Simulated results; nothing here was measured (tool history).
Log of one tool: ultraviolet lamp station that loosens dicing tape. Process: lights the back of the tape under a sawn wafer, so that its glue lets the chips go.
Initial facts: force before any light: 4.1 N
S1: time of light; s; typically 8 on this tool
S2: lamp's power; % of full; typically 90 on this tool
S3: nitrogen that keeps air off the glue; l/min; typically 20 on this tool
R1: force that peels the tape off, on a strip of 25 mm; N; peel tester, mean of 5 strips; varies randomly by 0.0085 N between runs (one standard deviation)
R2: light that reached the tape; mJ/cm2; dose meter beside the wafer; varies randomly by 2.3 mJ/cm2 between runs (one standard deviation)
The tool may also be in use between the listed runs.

run 1 hour=0.0 | S1=8 S2=90 S3=20 | R1=0.644 R2=151
run 2 hour=44.6 | S1=8 S2=90 S3=20 | R1=0.643 R2=149
run 3 hour=68.1 | S1=8 S2=90 S3=16 | R1=0.725 R2=146
run 4 hour=89.4 | S1=8 S2=65 S3=20 | R1=1.055 R2=101
-- hour=101.7 window cleaned of glue's vapour
run 5 hour=127.4 | S1=8 S2=65 S3=20 | R1=0.934 R2=112
run 6 hour=150.4 | S1=8 S2=65 S3=20 | R1=0.972 R2=114
run 7 hour=189.9 | S1=11 S2=90 S3=39 | R1=0.339 R2=203
run 8 hour=231.2 | S1=11 S2=90 S3=39 | R1=0.338 R2=196
run 9 hour=260.4 | S1=9 S2=99 S3=20 | R1=0.520 R2=172
run 10 hour=309.8 | S1=15 S2=95 S3=28 | R1=0.253 R2=265

Each row is a separate what-if for the run after 10, all from the same tool condition, not one after another. Results?
-- hour=329.3 lamp changed
run A hour=358.5 | S1=11 S2=74 S3=28 | R1=? R2=?
-- hour=329.3 lamp changed
run B hour=358.5 | S1=7 S2=88 S3=17 | R1=? R2=?
-- hour=329.3 lamp changed
run C hour=358.5 | S1=8 S2=90 S3=7 | R1=? R2=?
-- hour=329.3 lamp changed
run D hour=358.5 | S1=4 S2=75 S3=24 | R1=? R2=?

run=A R1=0.286 R2=242
run=B R1=0.502 R2=184
run=C R1=0.543 R2=216
run=D R1=1.240 R2=87
Take away the tool's hidden state, keep each run's random variation, and the runs would have read:
run=A R1=0.268 R2=256
run=B R1=0.460 R2=195
run=C R1=0.496 R2=229
run=D R1=1.160 R2=92
